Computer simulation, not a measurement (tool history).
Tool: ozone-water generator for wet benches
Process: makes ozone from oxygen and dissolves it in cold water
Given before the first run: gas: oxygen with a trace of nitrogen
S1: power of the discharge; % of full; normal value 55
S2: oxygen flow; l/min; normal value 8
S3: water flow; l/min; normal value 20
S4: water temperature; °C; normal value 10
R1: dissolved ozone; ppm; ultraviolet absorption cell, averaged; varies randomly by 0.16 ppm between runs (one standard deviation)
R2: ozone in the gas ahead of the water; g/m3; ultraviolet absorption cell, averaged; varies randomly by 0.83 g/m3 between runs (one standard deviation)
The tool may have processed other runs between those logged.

run	hour	S1	S2	S3	S4	R1	R2
1	0	55	8	20	10	20.1	127.5
2	36.2	55	8	20	10	20.1	128.5
3	90.3	55	8	19	10	21	127.2
4	147.5	55	8	20	11	19.9	128.7
5	187	46	8	20	10	17.5	111.4
6	234.1	46	8	20	10	17.4	111.8
7	272.7	64	8	20	10	21.9	141.9
8	322.1	64	8	20	10	22.1	140.9
9	354	55	8	20	10	20	127.6
10	414.7	80	8	20	10	25.6	165.9
11	460.6	55	8	20	10	19.6	128.4
12	514.5	55	8	20	10	19.9	125.6
13	566.3	55	8	20	10	19.5	125.6
14	598.3	55	8	20	10	19.7	126.5
15	657.1	55	8	20	10	19.8	125.8
16	690.8	67	7.76	21	8	22	145.5
17	720.6	42	8	31	10	10.9	104.4
18	751.9	55	5.24	14	10	24.8	151.3
19	815.6	55	5.24	14	10	25.1	151.7
20	878.7	59	10.45	30	10	14.5	118.1
21	929.1	69	4.12	15	10	26.4	194.5
22	980.4	55	4.61	20	9	17.9	154.9
23	1048.6	59	4.54	22	17	15.5	168.3
24	1115	55	4.56	20	10	17.9	158.7
25	1157.6	55	4.56	19	7	19.2	159.5
26	1220.4	55	4.56	19	7	19	156.5
27	1259	55	4.56	13	7	27	157.2
28	1327.5	68	8	20	8	23.3	144.1
29	1365.9	68	8	20	8	23	143.8

What if the next run were any one of these 3? Each begins from the tool's condition after run 29:
A	1428.2	68	4.96	20	7	?	?
B	1428.2	40	6.62	26	10	?	?
C	1428.2	65	8	19	10	?	?

run	R1	R2
A	21.2	175.5
B	11.6	107.6
C	22.4	138.1
With no hidden state in the tool, these same runs would have given:
run	R1	R2
A	24.2	190.4
B	13	113.1
C	25.5	149.5
